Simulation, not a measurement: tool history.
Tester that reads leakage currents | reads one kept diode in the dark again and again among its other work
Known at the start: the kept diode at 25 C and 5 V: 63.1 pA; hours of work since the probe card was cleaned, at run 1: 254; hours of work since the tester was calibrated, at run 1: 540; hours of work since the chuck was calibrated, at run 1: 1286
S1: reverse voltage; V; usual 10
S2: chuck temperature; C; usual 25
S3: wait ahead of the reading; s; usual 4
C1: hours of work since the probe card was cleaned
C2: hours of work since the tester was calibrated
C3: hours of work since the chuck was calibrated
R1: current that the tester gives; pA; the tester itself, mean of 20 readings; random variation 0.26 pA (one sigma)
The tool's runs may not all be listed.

run	hour	S1	S2	S3	C1	C2	C3	R1
1	0	10	25	4	254	540	1286	76.35
2	70.1	10	25	4	298	583	1329	76.22
3	112.6	10	25	4	324	610	1356	76.51
4	187.6	10	25	4	370	656	1402	76.38
5	243.7	10	25	4	405	691	1437	77.4
6	283.2	10	25	4	430	715	1461	77.47
7	334.5	10	25	4	461	747	1493	77.47
8	370.3	10	25	2.8	483	769	1515	77.63
9	413.9	10	25	4	510	796	1542	77.28
10	488.7	10	25	0.94	557	842	1588	78.89
11	528.4	10	25	0.94	581	867	1613	79.22
12	587	10	25	0.94	617	903	1649	78.84
13	644.3	10	25	0.94	653	938	1684	79.86
14	700.3	10	25	0.94	687	973	1719	79.86
# hour 709.2: probe card cleaned and baked
# hour 762.5: chuck's temperature calibrated
15	774.6	10	25	4	39	1016	7	97.32
16	831.1	10	25	4	74	1051	42	97.7
17	882.3	1.7	25	4	106	1082	74	41.46
# hour 923.5: probe card cleaned and baked, once more
18	938.3	1.7	25	4	9	1115	107	38.98
19	986.4	10	42	4	39	1145	137	367.61
20	1052.8	10	42	4	80	1186	178	364.74
21	1102.2	10	42	4	110	1216	208	364.96
22	1137.6	16	42	1.04	132	1238	230	449.04
23	1170.5	16	42	6.06	153	1259	250	445.87
24	1241.6	2.9	42	0.46	197	1303	294	213.22
25	1279.1	2.9	42	0.46	220	1326	318	212.52
26	1316.7	1.4	25	4	243	1349	341	34.98
27	1349.4	1.4	25	4	263	1369	361	35.1
28	1385.8	2.8	38	6.74	286	1392	383	148.97
29	1451	2.8	38	6.74	326	1432	424	148.19
30	1501.4	2.8	38	6.74	357	1463	455	147.84
31	1572.4	16.8	22	6.74	401	1507	499	86.07
32	1619.5	16.2	25	0.49	430	1536	528	111.28
33	1659.2	7.5	25	0.32	455	1561	552	76.47
34	1732.5	7.5	25	0.32	500	1606	598	76.76
35	1764	7.5	25	0.32	520	1626	617	76.89
36	1839.6	7.5	25	0.32	566	1672	664	77.62
37	1871.8	7.5	25	0.32	586	1692	684	77.28
38	1931.8	6.5	59	0.41	623	1729	721	1104.3
39	1969.3	7.6	25	2.93	647	1753	744	76.11

Hidden state at the last listed run before each entry between runs and at the first one after, where it differs:
Between runs 14 and 15: probe card cleaned and baked (hour 709.2); chuck's temperature calibrated (hour 762.5)
  stray current of the dirty probe card, pA a volt: 1.09 -> 1.359; current scale over the true one, %: -0.79 -> -0.82; true chuck temperature over the reading, C: -2.32 -> -0.02
  measured less the result without the state, R1: -6.44 -> +12.35 pA
Between runs 17 and 18: probe card cleaned and baked, once more (hour 923.5)
  stray current of the dirty probe card, pA a volt: 1.464 -> 0.038; current scale over the true one, %: -0.87 -> -0.9; true chuck temperature over the reading, C: -0.11 -> -0.16
  measured less the result without the state, R1: +1.67 -> -0.9 pA
